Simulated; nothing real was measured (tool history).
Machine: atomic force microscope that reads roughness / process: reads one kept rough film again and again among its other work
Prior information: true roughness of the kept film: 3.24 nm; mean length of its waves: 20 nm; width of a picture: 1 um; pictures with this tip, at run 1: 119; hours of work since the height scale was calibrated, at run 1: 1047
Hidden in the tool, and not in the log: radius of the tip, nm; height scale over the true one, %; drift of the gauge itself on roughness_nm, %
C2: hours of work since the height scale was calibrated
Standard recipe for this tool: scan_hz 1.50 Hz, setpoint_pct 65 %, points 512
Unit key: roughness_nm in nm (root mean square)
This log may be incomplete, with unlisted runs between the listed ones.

{"run": 1, "day": 0.0, "scan_hz": 1.5, "setpoint_pct": 65, "points": 512, "pictures with this tip": 119, "C2": 1047, "roughness_nm": 2.359}
{"day": 1.246, "done": "new tip fitted"}
{"run": 2, "day": 1.408, "scan_hz": 1.5, "setpoint_pct": 65, "points": 512, "pictures with this tip": 8, "C2": 1072, "roughness_nm": 2.619}
{"run": 3, "day": 2.496, "scan_hz": 1.5, "setpoint_pct": 65, "points": 512, "pictures with this tip": 58, "C2": 1091, "roughness_nm": 2.501}
{"run": 4, "day": 3.733, "scan_hz": 1.5, "setpoint_pct": 65, "points": 512, "pictures with this tip": 115, "C2": 1113, "roughness_nm": 2.354}
{"day": 5.042, "done": "new tip fitted"}
{"run": 5, "day": 5.129, "scan_hz": 1.5, "setpoint_pct": 65, "points": 512, "pictures with this tip": 4, "C2": 1137, "roughness_nm": 2.664}
{"run": 6, "day": 5.821, "scan_hz": 1.5, "setpoint_pct": 65, "points": 512, "pictures with this tip": 35, "C2": 1150, "roughness_nm": 2.551}
{"run": 7, "day": 6.912, "scan_hz": 1.5, "setpoint_pct": 65, "points": 512, "pictures with this tip": 86, "C2": 1169, "roughness_nm": 2.441}
{"run": 8, "day": 8.05, "scan_hz": 1.5, "setpoint_pct": 69, "points": 444, "pictures with this tip": 138, "C2": 1189, "roughness_nm": 2.293}
{"run": 9, "day": 8.754, "scan_hz": 2.17, "setpoint_pct": 69, "points": 771, "pictures with this tip": 171, "C2": 1202, "roughness_nm": 2.186}
{"day": 8.875, "done": "new tip fitted"}
{"run": 10, "day": 9.812, "scan_hz": 1.51, "setpoint_pct": 65, "points": 512, "pictures with this tip": 43, "C2": 1220, "roughness_nm": 2.57}
{"run": 11, "day": 10.579, "scan_hz": 1.51, "setpoint_pct": 65, "points": 512, "pictures with this tip": 78, "C2": 1234, "roughness_nm": 2.451}
{"run": 12, "day": 11.571, "scan_hz": 2.19, "setpoint_pct": 82, "points": 512, "pictures with this tip": 124, "C2": 1252, "roughness_nm": 2.11}
{"run": 13, "day": 12.404, "scan_hz": 2.19, "setpoint_pct": 82, "points": 512, "pictures with this tip": 163, "C2": 1266, "roughness_nm": 2.041}

Had the tool no unlogged condition, and each run kept its random variation, what would the results have been?
run=1 roughness_nm=2.650
run=2 roughness_nm=2.659
run=3 roughness_nm=2.680
run=4 roughness_nm=2.668
run=5 roughness_nm=2.664
run=6 roughness_nm=2.646
run=7 roughness_nm=2.664
run=8 roughness_nm=2.630
run=9 roughness_nm=2.592
run=10 roughness_nm=2.685
run=11 roughness_nm=2.659
run=12 roughness_nm=2.409
run=13 roughness_nm=2.427
